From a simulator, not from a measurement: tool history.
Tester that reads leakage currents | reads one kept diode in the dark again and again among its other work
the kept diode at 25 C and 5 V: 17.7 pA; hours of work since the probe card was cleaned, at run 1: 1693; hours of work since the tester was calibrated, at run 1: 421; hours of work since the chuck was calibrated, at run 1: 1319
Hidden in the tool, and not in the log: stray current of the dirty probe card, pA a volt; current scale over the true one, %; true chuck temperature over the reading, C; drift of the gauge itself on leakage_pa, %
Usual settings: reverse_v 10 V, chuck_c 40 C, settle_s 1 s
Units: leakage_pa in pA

run	hour	reverse_v	chuck_c	settle_s	hours of work since the probe card was cleaned	hours of work since the tester was calibrated	hours of work since the chuck was calibrated	leakage_pa
1	0	10	40	1	1693	421	1319	122.63
2	78.6	10	40	1	1744	471	1369	123.73
3	133.2	10	40	1	1779	507	1405	125.17
4	204.9	10	40	1	1825	553	1451	125.55
5	242.8	10	25	1	1850	577	1476	49.41
# hour 273: chuck's temperature calibrated
6	284.9	10	25	1	1876	603	8	43.9
7	362.1	10	40	0.89	1926	653	58	108.99
8	435.1	10	40	0.31	1973	700	105	111.21
9	501.6	2.5	40	1	2016	743	148	50.2
10	563.5	14.9	40	1	2056	783	188	140.91
11	626.5	14.9	40	1	2097	824	228	141.95
12	684.9	3.6	40	1	2134	862	266	62.82
13	764.7	3.6	40	1	2186	913	318	63.14
14	832.3	10	40	1	2230	957	361	115.03
15	870.7	10	40	4.6	2254	982	386	114.97
16	931.5	10	40	1	2294	1021	426	116.79
17	985	10	40	1	2328	1056	460	116.99
18	1043.4	10	40	1	2366	1094	498	118.34
19	1096	8.2	40	1	2400	1128	532	105.58
20	1160.2	10	40	9.5	2441	1169	573	119.53
21	1222.2	10	40	9.5	2481	1209	613	119.63
22	1304.2	1.2	52	1.52	2535	1262	666	88.13
23	1366.9	1.2	52	1.52	2575	1303	707	88.46
24	1418.9	1.2	29	1.52	2609	1336	741	16.85
# hour 1425.1: tester calibrated
# hour 1438.7: probe card cleaned and baked
25	1465.6	2.5	27	4.69	17	24	767	16.74
26	1544	2.2	36	1.26	68	75	818	34.11
27	1628.5	2.2	36	1.26	123	130	873	34.25
28	1692.3	10	23	5.51	164	171	914	25.79
# hour 1749.7: tester calibrated, once more
29	1755.3	10	23	5.51	203	4	953	25.82
30	1805.6	1.1	23	1.35	236	36	986	8.33
31	1889.1	5.1	28	4.71	290	90	1040	28.21
32	1935.3	5.1	28	4.71	320	120	1070	28.39
33	2014.9	5	39	1.31	371	171	1121	68.27
34	2057.9	5	39	1.31	399	199	1149	68.91
35	2109.2	5	39	1.31	432	232	1182	69.38
36	2191.3	13.8	40	1	485	285	1235	128.37
37	2271.7	13.8	40	1	537	337	1287	130.13
38	2330.5	13.8	40	1	575	375	1325	130.61
39	2413.9	13.8	40	1	629	429	1379	132.06
40	2464.6	4.6	40	0.37	662	462	1412	75.79

How the hidden state differs across the entries between the runs, from the last listed run before each to the first after it:
Between runs 5 and 6: chuck's temperature calibrated (hour 273)
  stray current of the dirty probe card, pA a volt: 1.771 -> 1.796; current scale over the true one, %: 0.29 -> 0.31; true chuck temperature over the reading, C: 2.32 -> -0.14
  measured less the result without the state, leakage_pa: +23.35 -> +17.65 pA
Between runs 24 and 25: tester calibrated (hour 1425.1); probe card cleaned and baked (hour 1438.7)
  stray current of the dirty probe card, pA a volt: 2.5 -> 0.039; current scale over the true one, %: 0.7 -> 1.09; true chuck temperature over the reading, C: 1.01 -> 1.05
  measured less the result without the state, leakage_pa: +4.24 -> +1.68 pA
Between runs 28 and 29: tester calibrated, once more (hour 1749.7)
  stray current of the dirty probe card, pA a volt: 0.181 -> 0.22; current scale over the true one, %: 1.17 -> -0.03; true chuck temperature over the reading, C: 1.25 -> 1.31
  measured less the result without the state, leakage_pa: +4.41 -> +4.6 pA
